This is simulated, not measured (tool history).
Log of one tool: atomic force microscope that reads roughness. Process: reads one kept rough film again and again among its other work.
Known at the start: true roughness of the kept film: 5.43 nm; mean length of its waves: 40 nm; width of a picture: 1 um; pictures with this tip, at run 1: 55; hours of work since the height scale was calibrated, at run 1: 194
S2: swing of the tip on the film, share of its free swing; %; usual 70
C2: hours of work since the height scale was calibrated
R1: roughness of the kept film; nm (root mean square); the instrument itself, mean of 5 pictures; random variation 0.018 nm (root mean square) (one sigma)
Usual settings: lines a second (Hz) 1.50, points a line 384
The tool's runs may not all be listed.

run 1 day=0.000 | lines_a_second_(Hz)=1.50 S2=70 points_a_line=384 | pictures_with_this_tip=55 C2=194 | R1=4.329
run 2 day=2.250 | lines_a_second_(Hz)=1.50 S2=70 points_a_line=384 | pictures_with_this_tip=153 C2=226 | R1=4.070
run 3 day=4.375 | lines_a_second_(Hz)=1.50 S2=70 points_a_line=384 | pictures_with_this_tip=245 C2=256 | R1=3.866
-- day=5.175 new tip fitted
run 4 day=6.225 | lines_a_second_(Hz)=1.50 S2=70 points_a_line=384 | pictures_with_this_tip=45 C2=281 | R1=4.317
run 5 day=7.133 | lines_a_second_(Hz)=1.50 S2=70 points_a_line=384 | pictures_with_this_tip=84 C2=294 | R1=4.188
run 6 day=9.275 | lines_a_second_(Hz)=1.50 S2=70 points_a_line=384 | pictures_with_this_tip=177 C2=325 | R1=3.973
run 7 day=10.358 | lines_a_second_(Hz)=0.85 S2=70 points_a_line=384 | pictures_with_this_tip=224 C2=340 | R1=3.968
-- day=11.542 new tip fitted
run 8 day=12.371 | lines_a_second_(Hz)=0.85 S2=70 points_a_line=384 | pictures_with_this_tip=36 C2=368 | R1=4.440
run 9 day=14.567 | lines_a_second_(Hz)=1.50 S2=70 points_a_line=384 | pictures_with_this_tip=131 C2=399 | R1=4.082
run 10 day=16.300 | lines_a_second_(Hz)=1.50 S2=70 points_a_line=384 | pictures_with_this_tip=207 C2=424 | R1=3.888
run 11 day=17.479 | lines_a_second_(Hz)=0.62 S2=70 points_a_line=384 | pictures_with_this_tip=258 C2=440 | R1=3.927
-- day=17.996 new tip fitted
run 12 day=18.533 | lines_a_second_(Hz)=1.50 S2=70 points_a_line=289 | pictures_with_this_tip=24 C2=455 | R1=4.349
run 13 day=19.838 | lines_a_second_(Hz)=1.50 S2=70 points_a_line=289 | pictures_with_this_tip=80 C2=473 | R1=4.192
run 14 day=21.379 | lines_a_second_(Hz)=1.50 S2=70 points_a_line=289 | pictures_with_this_tip=147 C2=495 | R1=4.038
run 15 day=23.229 | lines_a_second_(Hz)=1.50 S2=70 points_a_line=384 | pictures_with_this_tip=227 C2=521 | R1=3.872
-- day=24.383 new tip fitted
run 16 day=24.950 | lines_a_second_(Hz)=2.82 S2=70 points_a_line=362 | pictures_with_this_tip=25 C2=545 | R1=4.121
run 17 day=26.417 | lines_a_second_(Hz)=1.08 S2=75 points_a_line=357 | pictures_with_this_tip=88 C2=566 | R1=4.193
run 18 day=28.646 | lines_a_second_(Hz)=0.66 S2=68 points_a_line=357 | pictures_with_this_tip=185 C2=598 | R1=4.082
run 19 day=30.654 | lines_a_second_(Hz)=2.17 S2=68 points_a_line=405 | pictures_with_this_tip=272 C2=626 | R1=3.664
-- day=30.808 new tip fitted
run 20 day=32.767 | lines_a_second_(Hz)=2.17 S2=68 points_a_line=405 | pictures_with_this_tip=85 C2=656 | R1=4.122
-- day=33.017 height scale calibrated on a step standard
run 21 day=34.242 | lines_a_second_(Hz)=0.99 S2=70 points_a_line=898 | pictures_with_this_tip=147 C2=17 | R1=4.106
run 22 day=35.150 | lines_a_second_(Hz)=0.99 S2=70 points_a_line=898 | pictures_with_this_tip=186 C2=30 | R1=4.024
run 23 day=36.121 | lines_a_second_(Hz)=1.00 S2=82 points_a_line=355 | pictures_with_this_tip=228 C2=44 | R1=3.747
run 24 day=37.088 | lines_a_second_(Hz)=0.61 S2=78 points_a_line=684 | pictures_with_this_tip=270 C2=58 | R1=3.835
-- day=37.225 new tip fitted
run 25 day=38.550 | lines_a_second_(Hz)=1.50 S2=71 points_a_line=431 | pictures_with_this_tip=57 C2=78 | R1=4.240
-- day=40.254 height scale calibrated on a step standard, once more
run 26 day=40.400 | lines_a_second_(Hz)=1.50 S2=71 points_a_line=431 | pictures_with_this_tip=136 C2=2 | R1=4.068
run 27 day=42.492 | lines_a_second_(Hz)=1.50 S2=71 points_a_line=431 | pictures_with_this_tip=226 C2=32 | R1=3.882
-- day=43.675 new tip fitted
run 28 day=44.371 | lines_a_second_(Hz)=1.00 S2=63 points_a_line=384 | pictures_with_this_tip=30 C2=58 | R1=4.534
run 29 day=46.329 | lines_a_second_(Hz)=1.43 S2=72 points_a_line=309 | pictures_with_this_tip=115 C2=86 | R1=4.122
run 30 day=47.458 | lines_a_second_(Hz)=0.86 S2=76 points_a_line=309 | pictures_with_this_tip=164 C2=102 | R1=4.052

Forecast each of these 3 alternatives for the next run:
run A day=49.542 | lines_a_second_(Hz)=2.36 S2=76 points_a_line=309 | pictures_with_this_tip=254 C2=131 | R1=?
run B day=49.542 | lines_a_second_(Hz)=1.49 S2=76 points_a_line=939 | pictures_with_this_tip=254 C2=131 | R1=?
run C day=49.542 | lines_a_second_(Hz)=0.86 S2=76 points_a_line=839 | pictures_with_this_tip=254 C2=131 | R1=?

run=A R1=3.548
run=B R1=3.741
run=C R1=3.881
Without the tool's hidden state the same runs would have given:
run=A R1=4.166
run=B R1=4.392
run=C R1=4.559
